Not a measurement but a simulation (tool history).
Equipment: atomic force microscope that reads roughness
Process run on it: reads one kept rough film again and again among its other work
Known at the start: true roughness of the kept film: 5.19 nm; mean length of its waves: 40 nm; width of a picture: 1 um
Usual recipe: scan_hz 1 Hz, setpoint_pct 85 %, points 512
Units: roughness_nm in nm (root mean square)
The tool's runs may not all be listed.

run  hour  scan_hz  setpoint_pct  points  roughness_nm
  1     0        1            85     512         4.036
  2   8.8        1            85     512         4.081
  3    16        1            81     512         4.126
  4  21.7        1            81     512          4.15
  5    30        1            81     512         4.133
  6  36.2      1.5            85     512         3.822
  7  41.7     0.58            85     512         4.233
     49.5  -- new tip fitted
  8  50.5     0.73            70     511         4.393
  9  61.8     2.28            70     583         4.067
 10  72.3     2.28            70     583          4.05

Forecast each of these 5 alternatives for the next run:
  A  83.3     0.51            85     613             ?
  B  83.3     0.87            85     512             ?
  C  83.3     2.28            70     344             ?
  D  83.3     1.53            70     363             ?
  E  83.3     2.63            63     512             ?

run  roughness_nm
  A         4.308
  B          4.11
  C          4.02
  D         4.201
  E         4.183
Stripped of hidden state, with their random variation kept, the same runs would have yielded:
run  roughness_nm
  A         4.314
  B         4.116
  C         4.026
  D         4.207
  E         4.188
